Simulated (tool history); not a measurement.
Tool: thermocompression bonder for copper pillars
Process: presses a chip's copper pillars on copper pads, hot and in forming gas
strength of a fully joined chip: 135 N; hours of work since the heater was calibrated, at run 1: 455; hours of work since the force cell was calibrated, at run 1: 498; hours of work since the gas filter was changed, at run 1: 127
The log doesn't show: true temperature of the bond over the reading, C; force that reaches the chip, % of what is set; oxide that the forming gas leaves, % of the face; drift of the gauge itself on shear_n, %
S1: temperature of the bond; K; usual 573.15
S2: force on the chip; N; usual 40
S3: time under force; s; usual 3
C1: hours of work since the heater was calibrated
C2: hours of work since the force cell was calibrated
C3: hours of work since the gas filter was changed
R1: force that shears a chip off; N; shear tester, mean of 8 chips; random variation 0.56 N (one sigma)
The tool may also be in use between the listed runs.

run,hour,S1,S2,S3,C1,C2,C3,R1
1,0,573.15,40,3,455,498,127,57.8
2,8.8,573.15,40,3,460,504,133,58.3
3,24.7,573.15,40,3,470,514,143,57.3
4,40.2,573.15,40,3,480,524,153,58.4
5,55.3,573.15,40,3,490,533,163,57.5
6,67.1,573.15,40,3,498,541,170,57.8
# hour 70.2: force cell calibrated
# hour 77: heater calibrated with a thermocouple chip
7,83.3,573.15,40,3,4,7,178,61.3
8,93.9,573.15,40,3,11,14,185,59.7
# hour 105.6: force cell calibrated, once more
9,109.1,573.15,45,3,20,2,194,63.8
10,125.8,598.15,45,8,30,13,204,106.5
11,138.8,598.15,44,6,39,21,213,98.6
12,156.7,599.15,31,3,50,33,224,65.9
13,174.4,551.15,56,6,61,44,235,72.7
14,193.3,551.15,56,6,73,56,247,71.8
15,210.5,544.15,25,7,84,67,259,37.7
16,222.8,573.15,43,2,92,75,266,52.5

Forecast each of these 5 alternatives for the next run:
A,234.7,573.15,43,2,100,82,274,?
B,234.7,566.15,40,9,100,82,274,?
C,234.7,596.15,26,2,100,82,274,?
D,234.7,567.15,26,3,100,82,274,?
E,234.7,548.15,49,3,100,82,274,?

run,R1
A,54.6
B,77.7
C,48.2
D,36.9
E,48.3
Without the tool's hidden state the same runs would have given:
run,R1
A,57
B,80.8
C,50.3
D,38.7
E,50.6
